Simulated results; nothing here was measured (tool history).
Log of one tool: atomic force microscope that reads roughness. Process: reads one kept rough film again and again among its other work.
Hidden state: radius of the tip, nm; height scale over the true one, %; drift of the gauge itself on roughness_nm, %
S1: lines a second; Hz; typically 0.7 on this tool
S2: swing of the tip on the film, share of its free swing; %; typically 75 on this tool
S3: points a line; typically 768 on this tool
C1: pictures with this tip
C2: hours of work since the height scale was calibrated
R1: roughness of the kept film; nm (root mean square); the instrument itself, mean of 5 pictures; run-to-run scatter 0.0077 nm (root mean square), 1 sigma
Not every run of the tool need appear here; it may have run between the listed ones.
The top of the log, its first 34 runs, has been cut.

At hour 319.7: new tip fitted.
Run 35, hour 327.4: usual settings but S1 0.55 Hz, S2 56 %, S3 340; C1 16; C2 74. Result: R1 1.67 nm (root mean square).
Run 36, hour 337.5: usual settings but S1 0.55 Hz, S2 56 %, S3 340; C1 38; C2 82. Result: R1 1.627 nm (root mean square).
Run 37, hour 350.8: usual settings but S1 0.55 Hz, S2 56 %, S3 340; C1 65; C2 92. Result: R1 1.584 nm (root mean square).
At hour 353.1: new tip fitted.
Run 38, hour 363.8: usual settings but S1 0.55 Hz, S2 56 %, S3 340; C1 23; C2 101. Result: R1 1.645 nm (root mean square).
Run 39, hour 377: usual settings but S1 0.55 Hz, S2 56 %, S3 340; C1 50; C2 111. Result: R1 1.595 nm (root mean square).
Run 40, hour 384.4: usual settings but S1 1.883 Hz, S3 293; C1 66; C2 116. Result: R1 1.378 nm (root mean square).
At hour 386.4: new tip fitted.
Run 41, hour 390.8: usual settings but S1 0.516 Hz, S2 87 %; C1 9; C2 121. Result: R1 1.596 nm (root mean square).
Run 42, hour 398.9: usual settings but S3 305; C1 26; C2 127. Result: R1 1.594 nm (root mean square).
Run 43, hour 411.4: usual settings but S1 0.789 Hz, S3 406; C1 52; C2 136. Result: R1 1.538 nm (root mean square).
At hour 420.3: new tip fitted.
Run 44, hour 423: usual settings but S1 2.799 Hz, S2 67 %; C1 5; C2 144. Result: R1 1.512 nm (root mean square).
Run 45, hour 429.1: usual settings but S1 2.799 Hz, S2 73 %; C1 18; C2 149. Result: R1 1.424 nm (root mean square).
Run 46, hour 437.4: usual settings but S1 0.683 Hz, S2 56 %, S3 531; C1 36; C2 155. Result: R1 1.633 nm (root mean square).
Run 47, hour 449: usual settings but S3 283; C1 60; C2 164. Result: R1 1.519 nm (root mean square).
At hour 454.3: new tip fitted.
Run 48, hour 455.8: usual settings but S3 283; C1 3; C2 169. Result: R1 1.612 nm (root mean square).
Run 49, hour 467.9: usual settings but S1 1.925 Hz, S2 60 %, S3 554; C1 29; C2 178. Result: R1 1.589 nm (root mean square).
Run 50, hour 480: usual settings but S1 0.626 Hz, S3 439; C1 54; C2 187. Result: R1 1.551 nm (root mean square).
At hour 487.8: new tip fitted.
Run 51, hour 488.9: usual settings but S1 0.626 Hz, S2 83 %, S3 323; C1 3; C2 193. Result: R1 1.595 nm (root mean square).
Run 52, hour 495.3: usual settings but S1 0.626 Hz, S2 83 %, S3 323; C1 16; C2 198. Result: R1 1.555 nm (root mean square).
Run 53, hour 507.6: usual settings but S1 0.626 Hz, S2 66 %, S3 375; C1 42; C2 207. Result: R1 1.594 nm (root mean square).

3 ways to go on from here, each from the tool as it stands after run 53. What would each give?
Run A, hour 514.7: usual settings but S1 0.626 Hz, S2 58 %, S3 375; C1 57; C2 212. Result: R1 ?.
Run B, hour 514.7: usual settings but S1 0.874 Hz, S2 61 %, S3 512; C1 57; C2 212. Result: R1 ?.
Run C, hour 514.7: usual settings but S1 0.531 Hz, S2 72 %, S3 280; C1 57; C2 212. Result: R1 ?.

run     R1
  A  1.589
  B  1.574
  C   1.56
With no hidden state in the tool, these same runs would have given:
run     R1
  A  1.699
  B  1.683
  C  1.667

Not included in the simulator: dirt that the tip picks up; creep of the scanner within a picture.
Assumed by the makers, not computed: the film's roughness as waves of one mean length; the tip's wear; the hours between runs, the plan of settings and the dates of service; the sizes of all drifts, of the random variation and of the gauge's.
